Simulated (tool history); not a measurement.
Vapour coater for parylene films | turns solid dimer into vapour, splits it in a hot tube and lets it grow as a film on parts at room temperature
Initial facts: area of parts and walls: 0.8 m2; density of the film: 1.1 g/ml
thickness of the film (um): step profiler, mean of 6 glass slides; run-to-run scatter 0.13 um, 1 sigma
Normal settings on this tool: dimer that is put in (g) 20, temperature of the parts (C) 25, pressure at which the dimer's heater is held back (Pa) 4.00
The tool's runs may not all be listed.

run,day,dimer that is put in (g),temperature of the parts (C),pressure at which the dimer's heater is held back (Pa),thickness of the film (um)
1,0.000,20,25,4.00,14.17
2,0.804,20,25,7.20,12.35
3,1.746,20,25,11.97,11.40
4,2.492,20,25,3.40,14.69
5,3.654,20,25,3.40,16.53
6,4.571,20,25,3.40,16.75
7,5.404,20,25,3.40,16.59
8,6.679,20,25,4.00,16.04
9,7.400,20,25,4.00,16.06
10,7.946,20,25,2.76,16.97
11,9.121,20,25,2.76,16.93
12,9.996,20,25,2.76,16.96
13,10.879,20,25,4.00,15.89
14,12.058,20,25,4.00,15.79
15,12.621,20,25,4.00,15.78
16,13.350,20,30,4.00,13.30
17,14.608,20,30,4.00,13.28
18,15.171,20,25,4.00,15.70
19,15.854,20,22,4.00,17.22
20,17.033,20,22,4.00,16.97
21,18.204,24,25,6.94,16.51
22,19.392,25,31,5.67,14.71
23,20.212,13,20,4.10,11.46
24,21.138,13,20,4.10,11.61
25,21.900,20,29,4.00,13.20
26,22.921,21,22,4.51,16.97
27,24.096,21,22,2.63,18.64
28,24.842,21,20,2.65,19.66
29,25.825,20,27,4.62,13.63
30,26.408,13,31,7.41,7.10
31,27.679,12,25,6.19,8.18
32,28.779,20,25,6.18,13.35
33,29.604,20,25,6.18,13.49
34,30.854,20,25,6.18,13.33
35,32.042,10,29,6.55,5.91
36,33.100,10,29,6.55,5.64
37,33.629,10,29,6.55,5.70
38,34.712,10,29,6.55,5.67
39,35.333,10,29,6.55,5.59

Not shown here: 1 entry made in the log between runs. Locate each between two listed runs and compare the hidden state at the listed run before it with the hidden state at the listed run after it:
Run 4 -> run 5: trap's valve overhauled (day 3.654)
  vapour lost through the trap's worn valve, %: 14.1 -> 0.1; true temperature of the parts over the reading, C: -0.09 -> -0.1
  the result without the hidden state subtracted from the measured one, thickness of the film (um): -2.37 -> +0.03
